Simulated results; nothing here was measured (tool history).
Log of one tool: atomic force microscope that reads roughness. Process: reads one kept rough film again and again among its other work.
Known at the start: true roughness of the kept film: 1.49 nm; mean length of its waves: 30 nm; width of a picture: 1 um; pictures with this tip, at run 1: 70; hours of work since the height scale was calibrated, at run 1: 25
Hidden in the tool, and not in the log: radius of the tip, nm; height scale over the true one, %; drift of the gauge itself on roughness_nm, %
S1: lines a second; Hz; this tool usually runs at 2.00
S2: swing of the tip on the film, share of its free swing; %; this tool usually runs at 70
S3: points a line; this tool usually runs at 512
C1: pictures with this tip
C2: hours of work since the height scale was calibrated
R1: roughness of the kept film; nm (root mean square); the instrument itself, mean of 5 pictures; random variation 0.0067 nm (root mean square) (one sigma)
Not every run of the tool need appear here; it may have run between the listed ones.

run	hour	S1	S2	S3	C1	C2	R1
1	0.0	2.00	70	512	70	25	1.203
2	14.5	2.00	70	512	88	32	1.172
3	28.1	2.00	70	512	105	38	1.181
# hour 39.8: new tip fitted
4	47.7	2.00	70	512	10	47	1.326
5	67.4	2.00	70	512	35	55	1.267
6	84.4	2.00	70	512	56	63	1.243
7	97.1	2.00	70	512	72	69	1.218
8	112.3	2.00	70	512	91	76	1.186
9	123.2	2.00	70	512	105	81	1.169
# hour 134.6: new tip fitted
10	139.7	2.00	70	512	7	88	1.318
11	154.1	0.85	70	512	25	95	1.321
12	166.5	2.00	70	512	40	100	1.252
13	180.5	2.00	70	512	58	106	1.229
14	192.7	2.05	70	512	73	112	1.230
15	206.7	2.05	70	512	90	118	1.188
16	216.4	2.00	67	512	103	123	1.198
# hour 229.4: new tip fitted
17	234.6	2.00	67	512	7	131	1.323
18	249.2	2.00	67	512	25	137	1.292
19	267.6	2.00	67	512	48	146	1.261
20	277.7	0.87	67	512	61	150	1.252
21	286.4	2.00	63	512	72	154	1.234
22	300.0	0.56	63	512	89	160	1.240
23	308.1	0.56	81	512	99	164	1.203
# hour 324.1: new tip fitted
24	327.6	0.56	81	512	5	173	1.342
25	340.8	0.56	81	512	21	179	1.326
26	356.7	0.56	81	512	41	186	1.281
27	366.5	2.00	85	512	53	190	1.193
28	377.7	2.00	85	512	67	195	1.164
29	396.4	2.14	69	473	91	204	1.185
# hour 398.3: height scale calibrated on a step standard
30	410.3	2.14	69	473	107	5	1.156
# hour 419.9: new tip fitted
31	422.7	2.68	74	473	4	11	1.281
32	437.2	2.82	88	561	22	17	1.154
33	451.0	1.64	79	462	39	24	1.233
34	460.4	2.48	86	388	51	28	1.149
# hour 472.2: height scale calibrated on a step standard, once more
35	475.1	2.48	86	388	68	1	1.127
36	484.2	2.00	71	422	79	5	1.201
37	501.1	2.86	71	302	101	13	1.147
# hour 515.1: new tip fitted
38	516.1	2.86	71	302	1	20	1.292
39	532.1	3.83	71	302	21	27	1.230
40	551.6	3.83	85	606	45	36	1.104
41	570.0	3.28	85	713	68	44	1.097
42	579.6	3.79	63	424	80	48	1.191
43	593.5	3.79	63	424	98	55	1.168
44	606.1	3.98	86	424	114	60	1.002
# hour 610.3: new tip fitted
45	625.7	1.21	76	797	19	69	1.311
46	635.3	1.21	76	797	31	73	1.285
47	647.8	2.04	70	435	47	79	1.249
48	660.2	2.47	90	779	63	85	1.118
49	668.7	0.70	69	336	73	88	1.248
50	682.8	2.00	70	971	91	95	1.201
51	698.8	2.08	61	326	111	102	1.178
# hour 704.9: new tip fitted
52	711.4	2.44	56	266	8	108	1.344
53	726.2	1.27	63	532	27	114	1.314
54	745.8	1.27	63	532	51	123	1.292

Each row is a separate what-if for the run after 54, all from the same tool condition, not one after another. Results?
A	753.7	1.57	84	512	61	127	?
B	753.7	1.27	56	672	61	127	?
C	753.7	1.48	63	260	61	127	?

run	R1
A	1.211
B	1.293
C	1.239
Had the tool no hidden state, the same runs would have come out as:
run	R1
A	1.300
B	1.388
C	1.330

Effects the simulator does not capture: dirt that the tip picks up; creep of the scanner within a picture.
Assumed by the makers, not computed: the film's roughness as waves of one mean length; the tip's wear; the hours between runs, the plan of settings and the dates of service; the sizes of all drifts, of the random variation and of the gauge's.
